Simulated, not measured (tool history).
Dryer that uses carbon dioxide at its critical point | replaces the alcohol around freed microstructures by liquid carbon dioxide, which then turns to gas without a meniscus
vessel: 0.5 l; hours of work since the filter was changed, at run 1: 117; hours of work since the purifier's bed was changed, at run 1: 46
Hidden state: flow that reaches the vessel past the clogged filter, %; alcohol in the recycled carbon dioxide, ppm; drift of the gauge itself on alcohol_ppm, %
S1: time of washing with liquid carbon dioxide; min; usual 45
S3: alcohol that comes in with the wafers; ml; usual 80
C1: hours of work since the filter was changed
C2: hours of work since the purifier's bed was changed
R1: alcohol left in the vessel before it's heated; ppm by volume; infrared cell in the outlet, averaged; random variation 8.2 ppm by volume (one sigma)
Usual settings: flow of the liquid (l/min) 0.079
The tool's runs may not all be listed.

run 1 day=0 | S1=45 flow_of_the_liquid_(l/min)=0.079 S3=80 | C1=117 C2=46 | R1=725
run 2 day=0.45 | S1=37 flow_of_the_liquid_(l/min)=0.079 S3=80 | C1=121 C2=50 | R1=1910
run 3 day=0.8 | S1=37 flow_of_the_liquid_(l/min)=0.079 S3=80 | C1=124 C2=53 | R1=1944
run 4 day=1.108 | S1=45 flow_of_the_liquid_(l/min)=0.079 S3=51 | C1=127 C2=56 | R1=506
run 5 day=1.562 | S1=45 flow_of_the_liquid_(l/min)=0.079 S3=51 | C1=131 C2=60 | R1=504
run 6 day=1.871 | S1=45 flow_of_the_liquid_(l/min)=0.079 S3=79 | C1=133 C2=62 | R1=799
run 7 day=2.25 | S1=45 flow_of_the_liquid_(l/min)=0.079 S3=65 | C1=137 C2=65 | R1=656
run 8 day=2.6 | S1=36 flow_of_the_liquid_(l/min)=0.079 S3=80 | C1=139 C2=68 | R1=2382
run 9 day=2.829 | S1=45 flow_of_the_liquid_(l/min)=0.079 S3=80 | C1=141 C2=70 | R1=820
run 10 day=3.262 | S1=27 flow_of_the_liquid_(l/min)=0.079 S3=80 | C1=145 C2=74 | R1=6773
run 11 day=3.758 | S1=27 flow_of_the_liquid_(l/min)=0.079 S3=80 | C1=149 C2=78 | R1=7051
run 12 day=4.15 | S1=45 flow_of_the_liquid_(l/min)=0.079 S3=33 | C1=153 C2=82 | R1=364
run 13 day=4.604 | S1=45 flow_of_the_liquid_(l/min)=0.079 S3=96 | C1=157 C2=85 | R1=1050
run 14 day=4.962 | S1=41 flow_of_the_liquid_(l/min)=0.0867 S3=20 | C1=160 C2=88 | R1=241
run 15 day=5.271 | S1=70 flow_of_the_liquid_(l/min)=0.0867 S3=40 | C1=162 C2=91 | R1=18
run 16 day=5.608 | S1=44 flow_of_the_liquid_(l/min)=0.079 S3=80 | C1=165 C2=94 | R1=1032
run 17 day=6.021 | S1=29 flow_of_the_liquid_(l/min)=0.0952 S3=29 | C1=169 C2=97 | R1=1115
run 18 day=6.421 | S1=62 flow_of_the_liquid_(l/min)=0.0933 S3=29 | C1=172 C2=101 | R1=31
run 19 day=6.933 | S1=62 flow_of_the_liquid_(l/min)=0.0651 S3=49 | C1=176 C2=105 | R1=285
run 20 day=7.242 | S1=62 flow_of_the_liquid_(l/min)=0.0651 S3=49 | C1=179 C2=108 | R1=291
run 21 day=7.762 | S1=34 flow_of_the_liquid_(l/min)=0.0494 S3=80 | C1=183 C2=112 | R1=13607
run 22 day=8.008 | S1=34 flow_of_the_liquid_(l/min)=0.0494 S3=80 | C1=186 C2=114 | R1=13712
run 23 day=8.417 | S1=45 flow_of_the_liquid_(l/min)=0.055 S3=98 | C1=189 C2=118 | R1=5543
run 24 day=8.879 | S1=45 flow_of_the_liquid_(l/min)=0.0916 S3=50 | C1=193 C2=122 | R1=316
run 25 day=9.108 | S1=45 flow_of_the_liquid_(l/min)=0.0916 S3=50 | C1=195 C2=124 | R1=310

Measured less the same run without the tool's hidden state. The same run-to-run variation is in both; the gauge's scatter may not be:
run=1 R1=+306
run=2 R1=+709
run=3 R1=+731
run=4 R1=+223
run=5 R1=+230
run=6 R1=+368
run=7 R1=+310
run=8 R1=+958
run=9 R1=+396
run=10 R1=+2239
run=11 R1=+2384
run=12 R1=+184
run=13 R1=+536
run=14 R1=+125
run=15 R1=+15
run=16 R1=+536
run=17 R1=+501
run=18 R1=+17
run=19 R1=+172
run=20 R1=+180
run=21 R1=+4529
run=22 R1=+4600
run=23 R1=+2533
run=24 R1=+200
run=25 R1=+198
